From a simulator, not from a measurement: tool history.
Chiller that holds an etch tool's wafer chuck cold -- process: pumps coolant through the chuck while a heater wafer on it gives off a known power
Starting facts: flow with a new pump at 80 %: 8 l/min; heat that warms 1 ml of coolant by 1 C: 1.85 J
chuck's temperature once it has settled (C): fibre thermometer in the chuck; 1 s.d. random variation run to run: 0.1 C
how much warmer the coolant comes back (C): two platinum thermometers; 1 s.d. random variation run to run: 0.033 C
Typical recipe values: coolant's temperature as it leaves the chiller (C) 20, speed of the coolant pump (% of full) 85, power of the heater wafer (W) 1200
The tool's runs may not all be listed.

run	day	coolant's temperature as it leaves the chiller (C)	speed of the coolant pump (% of full)	power of the heater wafer (W)	chuck's temperature once it has settled (C)	how much warmer the coolant comes back (C)
1	0	20	85	1200	31.9	4.52
2	2.9	20	85	1200	31.8	4.55
3	6.975	20	85	1200	31.8	4.45
4	9.842	20	85	1200	31.6	4.44
5	13.692	20	85	1050	30.3	3.86
6	16.804	20	85	1050	30.1	3.83
7	18.717	20	85	804	27.8	2.86
8	20.896	20	85	804	27.9	2.89
9	25.458	13	85	1200	24.8	4.36
10	28.542	20	85	1169	31.4	4.17
11	32.912	20	85	1169	31.4	4.19
12	36.033	20	85	1200	31.9	4.19
# day 38.075: gauge calibrated
13	40.554	20	85	1200	31.7	4.53
14	42.917	20	85	1200	31.6	4.57
15	46.083	20	85	1200	31.7	4.46
# day 49.762: chiller's thermometer calibrated
16	49.996	20	85	1200	31.7	4.47
17	53.65	20	85	1200	31.7	4.39
18	58.062	20	85	1200	31.8	4.37
19	62.075	20	85	1200	31.7	4.33
20	66.358	20	85	1200	31.9	4.31
21	69.171	17	89	1200	28	4.06
22	73.558	20	94	933	28.4	2.82
23	76.271	20	94	933	28.4	2.85
24	79.146	15	85	1477	29.4	5.29
25	82.6	15	89	1477	28.9	4.99

Each row is a separate what-if for the run after 25, all from the same tool condition, not one after another. Results?
A	86.796	21	74	1466	?	?
B	86.796	14	85	886	?	?
C	86.796	20	69	1200	?	?

run	chuck's temperature once it has settled (C)	how much warmer the coolant comes back (C)
A	37.2	6.08
B	22.8	2.97
C	34.2	5.36
Stripped of hidden state, with their random variation kept, the same runs would have yielded:
run	chuck's temperature once it has settled (C)	how much warmer the coolant comes back (C)
A	37.2	6.5
B	22.8	3.39
C	34.2	5.78
